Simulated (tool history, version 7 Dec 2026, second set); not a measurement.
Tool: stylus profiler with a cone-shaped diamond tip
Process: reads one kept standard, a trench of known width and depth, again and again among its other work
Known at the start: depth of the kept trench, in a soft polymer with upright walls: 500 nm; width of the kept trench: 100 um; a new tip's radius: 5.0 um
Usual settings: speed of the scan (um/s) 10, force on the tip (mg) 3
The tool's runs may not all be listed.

run	hour	speed of the scan (um/s)	force on the tip (mg)	depth of the trench (angstrom)	width of the trench's floor (nm)
1	0	10	3	5097.6	94850
2	17.5	10	3	5098.6	94920
3	46.6	10	3	5096.8	94790
4	68.5	10	3.5	5109	94770
5	93.4	10	2.36	5083.8	94680
6	123	10	3	5098.5	94650
7	141.1	10	3	5098.4	94690
8	175.3	10	3	5098.1	94590
9	211	36	3	5098.5	94430
10	235.4	36	3	5101.2	94440
11	270.4	10	3	5100.1	94430
12	298.6	10	3	5099.9	94380
13	333.9	10	3	5098.9	94360
14	354.3	10	3	5099.6	94300
15	373.8	10	3	5100.2	94260
16	406.1	10	3	5099.2	94250
17	437.9	10	3	5100.1	94190
18	463.9	18	3.39	5109.1	94150
19	479.4	18	3.39	5109	94100
20	498.8	18	3.39	5108.6	94090
21	535.8	10	3.35	5107.7	94030
22	555.7	2	1.87	5074.9	94030
23	580	2	1.87	5075.1	94000
24	607	17	3	5100.2	93900
25	623.9	4	3	5101.6	93870
26	644	3	6.06	5158.7	93860
27	673.4	3	6.06	5158.3	93850
28	698.3	10	6.28	5163.8	93830
29	727.9	12	1.06	5051.3	93750
30	750.1	10	1.35	5061.3	93760
31	777.5	29	3	5101.3	93660

Measured less the same run without the tool's hidden state. The same run-to-run variation is in both; the gauge's scatter may not be:
The hidden state here: radius of the tip, um; height scale over the true one, %; drift of the gauge itself on depth_nm, %; drift of the gauge itself on floor_um, %.
run	depth of the trench (angstrom)	width of the trench's floor (nm)
1	+0.1	-740
2	+0.3	-760
3	+0.4	-820
4	+0.5	-860
5	+0.6	-890
6	+0.7	-950
7	+0.9	-970
8	+1	-1020
9	+1.2	-1090
10	+1.3	-1120
11	+1.5	-1170
12	+1.6	-1220
13	+1.8	-1280
14	+1.9	-1300
15	+1.9	-1340
16	+2.2	-1380
17	+2.4	-1430
18	+2.4	-1470
19	+2.5	-1490
20	+2.6	-1520
21	+2.8	-1580
22	+2.8	-1610
23	+3	-1640
24	+3.1	-1680
25	+3.2	-1700
26	+3.3	-1740
27	+3.5	-1770
28	+3.6	-1800
29	+3.6	-1850
30	+3.8	-1870
31	+4	-1910
